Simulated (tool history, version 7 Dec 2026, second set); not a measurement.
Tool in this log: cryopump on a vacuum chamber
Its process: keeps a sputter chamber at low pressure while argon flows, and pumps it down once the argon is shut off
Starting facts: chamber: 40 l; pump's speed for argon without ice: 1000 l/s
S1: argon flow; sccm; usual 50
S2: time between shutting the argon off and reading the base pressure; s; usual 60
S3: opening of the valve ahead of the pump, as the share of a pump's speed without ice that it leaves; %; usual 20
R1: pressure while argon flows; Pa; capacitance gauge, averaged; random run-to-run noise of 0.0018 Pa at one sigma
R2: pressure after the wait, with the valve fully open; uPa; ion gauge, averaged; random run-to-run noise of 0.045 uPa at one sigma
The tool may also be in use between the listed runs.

Run 1, day 0: usual settings. Result: R1 0.4223 Pa, R2 5.15 uPa.
Run 2, day 1.896: usual settings but S1 32 sccm. Result: R1 0.2726 Pa, R2 5.29 uPa.
Run 3, day 3.108: usual settings but S2 30 s. Result: R1 0.4313 Pa, R2 7.78 uPa.
Run 4, day 4.754: usual settings but S2 30 s. Result: R1 0.431 Pa, R2 7.96 uPa.
Run 5, day 5.6: usual settings but S2 30 s. Result: R1 0.4337 Pa, R2 7.93 uPa.
Run 6, day 7.521: usual settings but S1 70 sccm. Result: R1 0.603 Pa, R2 5.93 uPa.
Run 7, day 8.762: usual settings but S1 70 sccm, S2 138 s. Result: R1 0.6053 Pa, R2 4.59 uPa.
Run 8, day 9.838: usual settings but S1 70 sccm, S2 138 s. Result: R1 0.6135 Pa, R2 4.75 uPa.
Run 9, day 11.504: usual settings but S1 70 sccm, S2 138 s. Result: R1 0.6133 Pa, R2 4.99 uPa.
Run 10, day 13.583: usual settings but S1 70 sccm, S2 138 s. Result: R1 0.6222 Pa, R2 5.22 uPa.
Run 11, day 14.654: usual settings but S2 42 s. Result: R1 0.4475 Pa, R2 7.81 uPa.
Run 12, day 16.458: usual settings but S3 24 %. Result: R1 0.3838 Pa, R2 6.93 uPa.
Run 13, day 18.321: usual settings but S3 24 %. Result: R1 0.3861 Pa, R2 7.27 uPa.
Run 14, day 19.283: usual settings. Result: R1 0.4576 Pa, R2 7.23 uPa.
At day 20.762: pump warmed up, emptied and cooled again.
Run 15, day 21.25: usual settings. Result: R1 0.4261 Pa, R2 6.06 uPa.
Run 16, day 22.979: usual settings. Result: R1 0.43 Pa, R2 6.1 uPa.
At day 23.558: leaking fittings of the chamber tightened, without venting.
Run 17, day 25.117: usual settings. Result: R1 0.4303 Pa, R2 2.8 uPa.
Run 18, day 26.079: usual settings. Result: R1 0.4302 Pa, R2 2.8 uPa.
Run 19, day 27.483: usual settings. Result: R1 0.432 Pa, R2 2.77 uPa.
Run 20, day 28.988: usual settings but S1 59 sccm, S2 61 s, S3 57 %. Result: R1 0.191 Pa, R2 2.89 uPa.
Run 21, day 30.167: usual settings but S1 22 sccm, S2 69 s. Result: R1 0.1938 Pa, R2 2.68 uPa.
Run 22, day 31.579: usual settings but S1 36 sccm, S2 162 s, S3 23 %. Result: R1 0.2765 Pa, R2 1.57 uPa.
Run 23, day 33.392: usual settings but S1 22 sccm, S2 27 s, S3 35 %. Result: R1 0.1154 Pa, R2 6.02 uPa.
Run 24, day 35.288: usual settings but S1 59 sccm, S2 204 s, S3 50 %. Result: R1 0.2291 Pa, R2 1.61 uPa.
Run 25, day 36.288: usual settings but S1 59 sccm, S2 204 s, S3 50 %. Result: R1 0.2327 Pa, R2 1.62 uPa.
Run 26, day 37.512: usual settings but S1 32 sccm, S2 36 s, S3 37 %. Result: R1 0.1658 Pa, R2 4.97 uPa.
Run 27, day 39.112: usual settings but S1 56 sccm, S2 80 s, S3 40 %. Result: R1 0.2786 Pa, R2 3.01 uPa.
Run 28, day 40.125: usual settings but S1 36 sccm, S2 115 s, S3 44 %. Result: R1 0.1663 Pa, R2 2.5 uPa.
At day 41.629: pump warmed up, emptied and cooled again.
Run 29, day 42.058: usual settings but S1 36 sccm, S2 115 s, S3 48 %. Result: R1 0.1281 Pa, R2 2.12 uPa.
Run 30, day 43.662: usual settings but S1 36 sccm, S2 21 s, S3 22 %. Result: R1 0.2781 Pa, R2 8.07 uPa.
Run 31, day 44.883: usual settings but S1 36 sccm, S2 21 s, S3 22 %. Result: R1 0.2807 Pa, R2 7.7 uPa.
Run 32, day 46.929: usual settings but S1 36 sccm, S2 21 s, S3 22 %. Result: R1 0.2834 Pa, R2 8.14 uPa.
Run 33, day 48.017: usual settings but S1 26 sccm, S2 24 s, S3 34 %. Result: R1 0.1335 Pa, R2 7.09 uPa.
Run 34, day 49.283: usual settings but S1 41 sccm, S2 176 s, S3 17 %. Result: R1 0.4175 Pa, R2 2.05 uPa.
Run 35, day 50.746: usual settings but S1 41 sccm, S2 160 s, S3 18 %. Result: R1 0.3982 Pa, R2 2.25 uPa.

3 options for the next run, each taken on its own from the tool as it stands now. Forecast them:
Run A, day 52.8: usual settings but S1 96 sccm, S2 160 s, S3 18 %. Result: R1 ?, R2 ?.
Run B, day 52.8: usual settings but S1 97 sccm, S2 43 s, S3 37 %. Result: R1 ?, R2 ?.
Run C, day 52.8: usual settings but S1 54 sccm, S2 108 s. Result: R1 ?, R2 ?.

run      R1    R2
  A  0.9383   2.4
  B  0.4795  4.84
  C  0.4784  2.81
Stripped of hidden state, with their random variation kept, the same runs would have yielded:
run      R1    R2
  A  0.9008  1.16
  B  0.4417   3.6
  C  0.4573  1.58
